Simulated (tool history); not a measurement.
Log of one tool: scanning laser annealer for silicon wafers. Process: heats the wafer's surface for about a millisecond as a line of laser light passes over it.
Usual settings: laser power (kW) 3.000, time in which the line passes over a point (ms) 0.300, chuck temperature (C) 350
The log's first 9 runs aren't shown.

| run | hour | laser power (kW) | time in which the line passes over a point (ms) | chuck temperature (C) | hours of work since the window was cleaned | hours of work since the power meter was calibrated | hours of work since the optics were aligned | highest temperature of the surface (C) |
|---|---|---|---|---|---|---|---|---|
| 10 | 446.7 | 3.000 | 0.300 | 333 | 40 | 1641 | 1239 | 1016 |
| 11 | 512.0 | 3.000 | 0.300 | 333 | 76 | 1677 | 1275 | 1012 |
| 12 | 541.3 | 3.157 | 0.300 | 350 | 92 | 1693 | 1291 | 1075 |
| 13 | 574.8 | 3.000 | 0.300 | 350 | 110 | 1711 | 1309 | 1029 |
| 14 | 604.0 | 3.000 | 0.300 | 350 | 126 | 1727 | 1325 | 1029 |
| 15 | 645.7 | 3.000 | 0.300 | 350 | 149 | 1750 | 1348 | 1023 |
| 16 | 700.4 | 3.000 | 0.300 | 350 | 179 | 1780 | 1378 | 1022 |
| 17 | 742.0 | 3.000 | 0.300 | 350 | 202 | 1803 | 1401 | 1024 |
| 18 | 778.9 | 3.000 | 0.236 | 350 | 222 | 1823 | 1421 | 951 |
| 19 | 807.6 | 3.000 | 0.236 | 350 | 238 | 1839 | 1437 | 955 |
|  | 821.3 | optics aligned, line set to its width |
| 20 | 854.7 | 3.000 | 0.224 | 334 | 261 | 1862 | 18 | 907 |
| 21 | 914.9 | 2.845 | 0.324 | 344 | 294 | 1895 | 51 | 973 |
|  | 938.9 | optics aligned, line set to its width, once more |
| 22 | 950.9 | 3.048 | 0.216 | 350 | 311 | 1912 | 7 | 965 |
| 23 | 1001.3 | 3.001 | 0.379 | 388 | 339 | 1940 | 34 | 1153 |
| 24 | 1031.7 | 3.001 | 0.379 | 388 | 355 | 1956 | 51 | 1150 |
| 25 | 1060.2 | 2.860 | 0.357 | 335 | 371 | 1972 | 67 | 1032 |
| 26 | 1106.8 | 3.049 | 0.292 | 330 | 397 | 1998 | 92 | 1023 |

Forecast run 27:
| 27 | 1169.0 | 3.049 | 0.292 | 330 | 431 | 2032 | 126 | ? |

highest temperature of the surface (C): 1019
Without the tool's hidden state the same run would have given highest temperature of the surface (C) 1038.
